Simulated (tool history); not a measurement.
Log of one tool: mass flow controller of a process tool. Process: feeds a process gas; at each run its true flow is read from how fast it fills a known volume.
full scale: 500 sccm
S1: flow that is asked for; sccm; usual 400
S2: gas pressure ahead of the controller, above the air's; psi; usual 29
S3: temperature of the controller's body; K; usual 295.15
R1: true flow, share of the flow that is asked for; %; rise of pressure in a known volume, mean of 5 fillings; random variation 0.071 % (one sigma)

{"run": 1, "hour": 0.0, "S1": 400, "S2": 29, "S3": 295.15, "R1": 99.56}
{"run": 2, "hour": 180.1, "S1": 400, "S2": 29, "S3": 295.15, "R1": 99.66}
{"run": 3, "hour": 382.2, "S1": 400, "S2": 29, "S3": 295.15, "R1": 99.46}
{"run": 4, "hour": 602.7, "S1": 400, "S2": 29, "S3": 295.15, "R1": 99.44}
{"run": 5, "hour": 719.3, "S1": 400, "S2": 29, "S3": 295.15, "R1": 99.54}
{"run": 6, "hour": 918.9, "S1": 400, "S2": 29, "S3": 295.15, "R1": 99.45}
{"run": 7, "hour": 1126.0, "S1": 400, "S2": 29, "S3": 295.15, "R1": 99.42}
{"run": 8, "hour": 1373.7, "S1": 400, "S2": 29, "S3": 295.15, "R1": 99.47}
{"run": 9, "hour": 1619.2, "S1": 226, "S2": 29, "S3": 295.15, "R1": 99.15}
{"run": 10, "hour": 1727.9, "S1": 226, "S2": 29, "S3": 295.15, "R1": 99.06}
{"run": 11, "hour": 1920.2, "S1": 226, "S2": 29, "S3": 295.15, "R1": 99.08}
{"run": 12, "hour": 2113.7, "S1": 400, "S2": 29, "S3": 295.15, "R1": 99.37}
{"run": 13, "hour": 2292.2, "S1": 400, "S2": 21.3, "S3": 295.15, "R1": 99.23}
{"hour": 2495.8, "done": "controller exchanged for a calibrated one"}
{"run": 14, "hour": 2544.1, "S1": 51, "S2": 29, "S3": 295.15, "R1": 98.77}
{"run": 15, "hour": 2668.3, "S1": 51, "S2": 29, "S3": 306.15, "R1": 99.93}
{"run": 16, "hour": 2836.7, "S1": 400, "S2": 29, "S3": 295.15, "R1": 99.31}
{"run": 17, "hour": 3079.7, "S1": 400, "S2": 29, "S3": 295.15, "R1": 99.26}
{"run": 18, "hour": 3327.8, "S1": 141, "S2": 29, "S3": 297.15, "R1": 99.04}
{"run": 19, "hour": 3443.1, "S1": 141, "S2": 27.4, "S3": 300.15, "R1": 99.33}
{"run": 20, "hour": 3637.1, "S1": 141, "S2": 27.4, "S3": 300.15, "R1": 99.46}
{"run": 21, "hour": 3764.5, "S1": 284, "S2": 26.7, "S3": 296.15, "R1": 99.02}
{"run": 22, "hour": 3959.4, "S1": 119, "S2": 20.3, "S3": 306.15, "R1": 99.95}
{"run": 23, "hour": 4102.3, "S1": 119, "S2": 20.3, "S3": 306.15, "R1": 99.79}
{"run": 24, "hour": 4211.9, "S1": 119, "S2": 20.3, "S3": 306.15, "R1": 99.84}
{"run": 25, "hour": 4358.4, "S1": 496, "S2": 35.8, "S3": 302.15, "R1": 100.17}
{"run": 26, "hour": 4522.8, "S1": 496, "S2": 35.8, "S3": 302.15, "R1": 100.05}
{"run": 27, "hour": 4714.0, "S1": 55, "S2": 30.3, "S3": 300.15, "R1": 99.15}
{"run": 28, "hour": 4871.3, "S1": 55, "S2": 40.3, "S3": 300.15, "R1": 99.17}
{"run": 29, "hour": 5036.8, "S1": 318, "S2": 29, "S3": 307.15, "R1": 100.42}
{"run": 30, "hour": 5294.6, "S1": 318, "S2": 30.3, "S3": 304.15, "R1": 99.69}
{"run": 31, "hour": 5419.4, "S1": 318, "S2": 30.3, "S3": 304.15, "R1": 99.87}

3 ways to go on from here, each from the tool as it stands after run 31. What would each give?
{"run": "A", "hour": 5584.1, "S1": 68, "S2": 30, "S3": 297.15, "R1": "?"}
{"run": "B", "hour": 5584.1, "S1": 73, "S2": 38.7, "S3": 295.15, "R1": "?"}
{"run": "C", "hour": 5584.1, "S1": 169, "S2": 23.8, "S3": 297.15, "R1": "?"}

run=A R1=98.86
run=B R1=98.56
run=C R1=98.77
Without the tool's hidden state the same runs would have given:
run=A R1=99.42
run=B R1=99.12
run=C R1=99.33
